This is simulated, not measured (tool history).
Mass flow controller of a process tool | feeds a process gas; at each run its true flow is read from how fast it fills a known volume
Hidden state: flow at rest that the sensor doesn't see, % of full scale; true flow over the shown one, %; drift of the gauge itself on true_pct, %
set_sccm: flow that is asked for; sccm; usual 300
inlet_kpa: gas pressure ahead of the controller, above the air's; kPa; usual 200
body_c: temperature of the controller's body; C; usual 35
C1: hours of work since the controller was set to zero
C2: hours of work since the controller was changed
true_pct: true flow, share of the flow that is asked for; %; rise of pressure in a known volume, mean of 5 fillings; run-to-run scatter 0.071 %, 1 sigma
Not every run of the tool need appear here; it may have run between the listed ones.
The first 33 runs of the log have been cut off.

{"run": 34, "hour": 2787.0, "set_sccm": 227, "inlet_kpa": 192, "body_c": 31, "C1": 1789, "C2": 1789, "true_pct": 99.8}
{"run": 35, "hour": 2888.1, "set_sccm": 300, "inlet_kpa": 152, "body_c": 35, "C1": 1850, "C2": 1850, "true_pct": 100.78}
{"run": 36, "hour": 2955.7, "set_sccm": 210, "inlet_kpa": 200, "body_c": 37, "C1": 1890, "C2": 1890, "true_pct": 100.4}
{"run": 37, "hour": 3017.2, "set_sccm": 380, "inlet_kpa": 167, "body_c": 39, "C1": 1927, "C2": 1927, "true_pct": 101.1}
{"run": 38, "hour": 3093.9, "set_sccm": 635, "inlet_kpa": 276, "body_c": 35, "C1": 1973, "C2": 1973, "true_pct": 100.21}
{"run": 39, "hour": 3177.1, "set_sccm": 162, "inlet_kpa": 200, "body_c": 35, "C1": 2023, "C2": 2023, "true_pct": 100.6}
{"run": 40, "hour": 3226.2, "set_sccm": 162, "inlet_kpa": 251, "body_c": 36, "C1": 2052, "C2": 2052, "true_pct": 100.31}
{"run": 41, "hour": 3337.7, "set_sccm": 222, "inlet_kpa": 210, "body_c": 30, "C1": 2119, "C2": 2119, "true_pct": 100.61}
{"run": 42, "hour": 3409.1, "set_sccm": 222, "inlet_kpa": 210, "body_c": 30, "C1": 2162, "C2": 2162, "true_pct": 100.62}
{"run": 43, "hour": 3523.1, "set_sccm": 690, "inlet_kpa": 200, "body_c": 39, "C1": 2230, "C2": 2230, "true_pct": 101.68}
{"run": 44, "hour": 3632.4, "set_sccm": 690, "inlet_kpa": 200, "body_c": 39, "C1": 2296, "C2": 2296, "true_pct": 101.84}
{"run": 45, "hour": 3747.6, "set_sccm": 690, "inlet_kpa": 200, "body_c": 39, "C1": 2365, "C2": 2365, "true_pct": 101.92}
{"run": 46, "hour": 3816.8, "set_sccm": 300, "inlet_kpa": 200, "body_c": 38, "C1": 2406, "C2": 2406, "true_pct": 101.87}
{"run": 47, "hour": 3872.0, "set_sccm": 512, "inlet_kpa": 183, "body_c": 32, "C1": 2439, "C2": 2439, "true_pct": 101.8}

Forecast each of these 5 alternatives for the next run:
{"run": "A", "hour": 3950.8, "set_sccm": 300, "inlet_kpa": 163, "body_c": 21, "C1": 2486, "C2": 2486, "true_pct": "?"}
{"run": "B", "hour": 3950.8, "set_sccm": 600, "inlet_kpa": 200, "body_c": 20, "C1": 2486, "C2": 2486, "true_pct": "?"}
{"run": "C", "hour": 3950.8, "set_sccm": 408, "inlet_kpa": 272, "body_c": 34, "C1": 2486, "C2": 2486, "true_pct": "?"}
{"run": "D", "hour": 3950.8, "set_sccm": 300, "inlet_kpa": 200, "body_c": 25, "C1": 2486, "C2": 2486, "true_pct": "?"}
{"run": "E", "hour": 3950.8, "set_sccm": 188, "inlet_kpa": 261, "body_c": 29, "C1": 2486, "C2": 2486, "true_pct": "?"}

run=A true_pct=101.25
run=B true_pct=101.05
run=C true_pct=101.38
run=D true_pct=101.32
run=E true_pct=100.84
Had the tool no hidden state, the same runs would have come out as:
run=A true_pct=99.57
run=B true_pct=99.37
run=C true_pct=99.69
run=D true_pct=99.64
run=E true_pct=99.16
